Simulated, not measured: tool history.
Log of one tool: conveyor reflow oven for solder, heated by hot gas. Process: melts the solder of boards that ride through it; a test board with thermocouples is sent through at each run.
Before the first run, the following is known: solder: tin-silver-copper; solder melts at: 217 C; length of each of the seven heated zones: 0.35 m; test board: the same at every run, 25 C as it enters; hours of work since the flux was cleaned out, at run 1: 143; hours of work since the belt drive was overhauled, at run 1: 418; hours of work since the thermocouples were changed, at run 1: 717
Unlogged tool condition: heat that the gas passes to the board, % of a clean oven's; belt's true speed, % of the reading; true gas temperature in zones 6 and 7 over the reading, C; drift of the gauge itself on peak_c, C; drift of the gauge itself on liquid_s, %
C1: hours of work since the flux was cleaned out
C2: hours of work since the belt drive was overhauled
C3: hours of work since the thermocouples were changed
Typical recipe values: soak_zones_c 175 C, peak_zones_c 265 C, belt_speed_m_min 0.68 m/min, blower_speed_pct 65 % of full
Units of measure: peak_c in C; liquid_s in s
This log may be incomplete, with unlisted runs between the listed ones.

Run 1, day 0: usual settings; C1 143; C2 418; C3 717. Result: peak_c 247.5 C, liquid_s 42.5 s.
Run 2, day 2.954: usual settings; C1 174; C2 449; C3 748. Result: peak_c 247.3 C, liquid_s 42.2 s.
At day 3.721: flux residue cleaned out of gas plates and filters.
Run 3, day 4.429: usual settings but soak_zones_c 170 C; C1 8; C2 463; C3 762. Result: peak_c 244.8 C, liquid_s 39.3 s.
Run 4, day 6.492: usual settings but peak_zones_c 271 C; C1 29; C2 484; C3 784. Result: peak_c 251.1 C, liquid_s 44.6 s.
At day 9.371: flux residue cleaned out of gas plates and filters, once more.
Run 5, day 9.579: usual settings but peak_zones_c 271 C; C1 2; C2 515; C3 814. Result: peak_c 253.6 C, liquid_s 46.6 s.
Run 6, day 12.625: usual settings but peak_zones_c 271 C; C1 35; C2 548; C3 847. Result: peak_c 253.5 C, liquid_s 46.2 s.
Run 7, day 14.062: usual settings but soak_zones_c 182 C; C1 50; C2 563; C3 862. Result: peak_c 249.7 C, liquid_s 47.2 s.
Run 8, day 15.979: usual settings but soak_zones_c 167 C; C1 70; C2 583; C3 882. Result: peak_c 246.1 C, liquid_s 39.6 s.
Run 9, day 18.721: usual settings but soak_zones_c 167 C; C1 100; C2 612; C3 912. Result: peak_c 245.7 C, liquid_s 39 s.
Run 10, day 21.517: usual settings; C1 129; C2 642; C3 941. Result: peak_c 247.8 C, liquid_s 43.2 s.
Run 11, day 24.092: usual settings; C1 157; C2 670; C3 969. Result: peak_c 247.3 C, liquid_s 42.8 s.
At day 26.325: flux residue cleaned out of gas plates and filters.
Run 12, day 26.325: usual settings; C1 0; C2 691; C3 990. Result: peak_c 249.3 C, liquid_s 44 s.
Run 13, day 29.208: usual settings but blower_speed_pct 53 % of full; C1 31; C2 722; C3 1021. Result: peak_c 244 C, liquid_s 39.3 s.
Run 14, day 31.133: usual settings but blower_speed_pct 53 % of full; C1 51; C2 742; C3 1042. Result: peak_c 243.8 C, liquid_s 39.3 s.
Run 15, day 32.838: usual settings but soak_zones_c 164 C, peak_zones_c 263 C, belt_speed_m_min 0.74 m/min, blower_speed_pct 53 % of full; C1 69; C2 761; C3 1060. Result: peak_c 235.6 C, liquid_s 25.5 s.
Run 16, day 35.204: usual settings but peak_zones_c 266 C, belt_speed_m_min 0.686 m/min; C1 95; C2 786; C3 1085. Result: peak_c 248.7 C, liquid_s 43.7 s.
Run 17, day 38.004: usual settings but peak_zones_c 273 C, belt_speed_m_min 0.549 m/min; C1 124; C2 816; C3 1115. Result: peak_c 262.1 C, liquid_s 64.1 s.
Run 18, day 40.104: usual settings but peak_zones_c 272 C, belt_speed_m_min 0.549 m/min; C1 147; C2 838; C3 1137. Result: peak_c 260.6 C, liquid_s 63.7 s.
Run 19, day 42.067: usual settings but peak_zones_c 272 C, belt_speed_m_min 0.549 m/min; C1 168; C2 859; C3 1158. Result: peak_c 260.7 C, liquid_s 63.9 s.
At day 43.262: flux residue cleaned out of gas plates and filters.
Run 20, day 45.271: usual settings but peak_zones_c 272 C, belt_speed_m_min 0.549 m/min; C1 21; C2 891; C3 1190. Result: peak_c 261.9 C, liquid_s 64.8 s.
Run 21, day 47.138: usual settings but soak_zones_c 177 C, peak_zones_c 260 C, belt_speed_m_min 0.584 m/min, blower_speed_pct 72 % of full; C1 41; C2 911; C3 1210. Result: peak_c 251.8 C, liquid_s 55.9 s.

Hidden condition of the tool, last listed run before each entry between runs versus first listed run after:
From run 2 to run 3: flux residue cleaned out of gas plates and filters (day 3.721)
  heat that the gas passes to the board, % of a clean oven's: 93.4 -> 90.4; belt's true speed, % of the reading: 99.65 -> 99.64; true gas temperature in zones 6 and 7 over the reading, C: 1.37 -> 1.4
  the result without the hidden state subtracted from the measured one, peak_c: -0.4 -> -1.4 C; liquid_s: -0.6 -> -1.4 s
From run 4 to run 5: flux residue cleaned out of gas plates and filters, once more (day 9.371)
  heat that the gas passes to the board, % of a clean oven's: 89.6 -> 98.8; belt's true speed, % of the reading: 99.61 -> 99.58; true gas temperature in zones 6 and 7 over the reading, C: 1.44 -> 1.49
  the result without the hidden state subtracted from the measured one, peak_c: -1.5 -> +1.1 C; liquid_s: -1.3 -> +0.7 s
From run 11 to run 12: flux residue cleaned out of gas plates and filters (day 26.325)
  heat that the gas passes to the board, % of a clean oven's: 93 -> 99.6; belt's true speed, % of the reading: 99.43 -> 99.41; true gas temperature in zones 6 and 7 over the reading, C: 1.76 -> 1.8
  the result without the hidden state subtracted from the measured one, peak_c: -0.2 -> +1.6 C; liquid_s: -0.3 -> +1.3 s
From run 19 to run 20: flux residue cleaned out of gas plates and filters (day 43.262)
  heat that the gas passes to the board, % of a clean oven's: 93.4 -> 98.8; belt's true speed, % of the reading: 99.25 -> 99.22; true gas temperature in zones 6 and 7 over the reading, C: 2.11 -> 2.17
  the result without the hidden state subtracted from the measured one, peak_c: +0.7 -> +1.9 C; liquid_s: +0.7 -> +1.5 s

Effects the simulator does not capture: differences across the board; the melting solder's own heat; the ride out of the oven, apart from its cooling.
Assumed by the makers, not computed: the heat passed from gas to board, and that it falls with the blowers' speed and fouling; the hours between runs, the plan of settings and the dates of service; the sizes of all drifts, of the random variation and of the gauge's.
